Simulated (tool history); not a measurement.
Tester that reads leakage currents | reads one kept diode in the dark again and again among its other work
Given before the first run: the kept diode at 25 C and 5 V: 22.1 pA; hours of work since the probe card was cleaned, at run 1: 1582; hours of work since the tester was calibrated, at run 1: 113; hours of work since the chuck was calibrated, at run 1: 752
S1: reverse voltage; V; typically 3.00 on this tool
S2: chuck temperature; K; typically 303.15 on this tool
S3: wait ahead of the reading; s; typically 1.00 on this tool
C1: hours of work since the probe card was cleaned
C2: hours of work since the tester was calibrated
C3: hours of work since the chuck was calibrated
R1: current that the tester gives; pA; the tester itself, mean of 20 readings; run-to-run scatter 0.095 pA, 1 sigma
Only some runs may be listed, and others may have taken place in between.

run,hour,S1,S2,S3,C1,C2,C3,R1
1,0.0,3.00,303.15,1.00,1582,113,752,37.11
2,57.6,3.00,303.15,1.00,1612,143,782,37.40
3,128.3,10.12,303.15,1.00,1649,181,819,74.40
4,180.9,10.12,303.15,1.00,1677,208,847,75.71
5,219.6,10.12,303.15,1.00,1697,228,867,76.33
# hour 227.7: tester calibrated
6,267.7,10.12,303.15,1.00,1721,21,891,76.52
7,349.2,10.12,303.15,1.00,1764,64,934,77.62
# hour 367.4: probe card cleaned and baked
8,410.7,3.00,303.15,1.00,23,94,965,30.03
9,482.7,14.05,326.15,0.90,60,132,1002,239.84
10,551.9,14.05,326.15,4.84,97,168,1039,237.61
11,628.7,1.29,325.15,4.84,137,209,1079,92.05
# hour 690.6: tester calibrated, once more
12,703.2,3.00,309.15,4.08,175,7,1117,45.94
13,743.1,3.00,309.15,4.08,196,28,1138,46.50
14,809.7,1.28,303.15,7.78,231,62,1173,22.56
15,871.2,1.28,303.15,7.78,263,95,1205,22.71

Some steps in R1, run to run, broken into two amounts with sign: the step expected even without the hidden condition (settings, incoming material, random variation), and the rest, left for the hidden condition together with whatever gauge scatter is not in both the measured and the hidden-condition-free result:
Hidden conditions of the tool in this case: stray current of the dirty probe card, pA a volt; current scale over the true one, %; true chuck temperature over the reading, C; drift of the gauge itself on leakage_pa, %.
Run 7 -> 8: S1 10.12 -> 3.00, probe card cleaned and baked. R1 -47.59 pA: hidden state -30.92, all else -16.67.
Run 8 -> 9: S1 3.00 -> 14.05, S2 303.15 -> 326.15, S3 1.00 -> 0.90. R1 +209.81 pA: hidden state +20.48, all else +189.33.

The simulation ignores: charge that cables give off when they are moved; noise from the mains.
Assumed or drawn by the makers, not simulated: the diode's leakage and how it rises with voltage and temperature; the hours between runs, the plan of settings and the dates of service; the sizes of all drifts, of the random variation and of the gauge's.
